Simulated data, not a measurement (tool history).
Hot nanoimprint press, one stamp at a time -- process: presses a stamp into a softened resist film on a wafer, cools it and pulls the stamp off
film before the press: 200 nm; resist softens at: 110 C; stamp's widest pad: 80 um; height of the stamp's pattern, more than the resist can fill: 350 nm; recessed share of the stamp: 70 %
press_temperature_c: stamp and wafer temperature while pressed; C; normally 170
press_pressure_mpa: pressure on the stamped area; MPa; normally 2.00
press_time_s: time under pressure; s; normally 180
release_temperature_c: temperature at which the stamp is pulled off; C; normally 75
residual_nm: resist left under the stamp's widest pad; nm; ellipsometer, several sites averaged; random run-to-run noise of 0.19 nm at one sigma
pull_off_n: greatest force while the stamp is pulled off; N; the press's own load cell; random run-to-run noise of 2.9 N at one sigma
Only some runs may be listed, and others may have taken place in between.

run 1 hour=0.0 | press_temperature_c=170 press_pressure_mpa=2.00 press_time_s=180 release_temperature_c=75 | residual_nm=75.3 pull_off_n=137
run 2 hour=10.9 | press_temperature_c=170 press_pressure_mpa=2.00 press_time_s=128 release_temperature_c=75 | residual_nm=84.4 pull_off_n=131
run 3 hour=18.3 | press_temperature_c=170 press_pressure_mpa=2.00 press_time_s=128 release_temperature_c=83 | residual_nm=84.0 pull_off_n=103
run 4 hour=28.8 | press_temperature_c=170 press_pressure_mpa=2.00 press_time_s=128 release_temperature_c=83 | residual_nm=84.0 pull_off_n=104
run 5 hour=34.2 | press_temperature_c=170 press_pressure_mpa=2.00 press_time_s=180 release_temperature_c=75 | residual_nm=74.9 pull_off_n=134
run 6 hour=39.6 | press_temperature_c=170 press_pressure_mpa=2.00 press_time_s=180 release_temperature_c=75 | residual_nm=74.8 pull_off_n=133
run 7 hour=47.7 | press_temperature_c=170 press_pressure_mpa=2.00 press_time_s=180 release_temperature_c=75 | residual_nm=74.9 pull_off_n=141
run 8 hour=55.8 | press_temperature_c=170 press_pressure_mpa=2.00 press_time_s=180 release_temperature_c=75 | residual_nm=74.9 pull_off_n=136
run 9 hour=63.8 | press_temperature_c=170 press_pressure_mpa=2.00 press_time_s=180 release_temperature_c=75 | residual_nm=74.9 pull_off_n=134
run 10 hour=69.1 | press_temperature_c=170 press_pressure_mpa=2.00 press_time_s=180 release_temperature_c=75 | residual_nm=74.7 pull_off_n=134
run 11 hour=76.5 | press_temperature_c=167 press_pressure_mpa=2.00 press_time_s=180 release_temperature_c=61 | residual_nm=85.2 pull_off_n=190
run 12 hour=88.2 | press_temperature_c=167 press_pressure_mpa=2.00 press_time_s=180 release_temperature_c=61 | residual_nm=85.2 pull_off_n=185
run 13 hour=98.6 | press_temperature_c=167 press_pressure_mpa=2.14 press_time_s=337 release_temperature_c=61 | residual_nm=65.9 pull_off_n=190
run 14 hour=105.3 | press_temperature_c=167 press_pressure_mpa=1.41 press_time_s=337 release_temperature_c=61 | residual_nm=84.3 pull_off_n=196
run 15 hour=114.7 | press_temperature_c=174 press_pressure_mpa=1.41 press_time_s=337 release_temperature_c=61 | residual_nm=62.0 pull_off_n=188
run 16 hour=120.1 | press_temperature_c=159 press_pressure_mpa=2.00 press_time_s=180 release_temperature_c=68 | residual_nm=120.5 pull_off_n=162
run 17 hour=129.7 | press_temperature_c=159 press_pressure_mpa=2.00 press_time_s=180 release_temperature_c=64 | residual_nm=120.4 pull_off_n=177
run 18 hour=136.2 | press_temperature_c=166 press_pressure_mpa=2.00 press_time_s=170 release_temperature_c=61 | residual_nm=90.5 pull_off_n=189

Pick out some run-to-run changes in residual_nm. Of each, how much would a tool without hidden state show as well, from the settings, what came in and chance, and how much is left for the hidden state and any gauge scatter not in both results compared?
The tool's hidden condition here consists of: true temperature over the reading, C; pressure that arrives at the usual setting, %; grip of the stamp's worn release coat, % over a new coat's; drift of the gauge itself on residual_nm, %; drift of the gauge itself on pull_off_n, %.
Run 15 -> 16: press_temperature_c 174 -> 159, press_pressure_mpa 1.41 -> 2.00, press_time_s 337 -> 180, release_temperature_c 61 -> 68. residual_nm +58.5 nm: hidden state -0.6, all else +59.1.
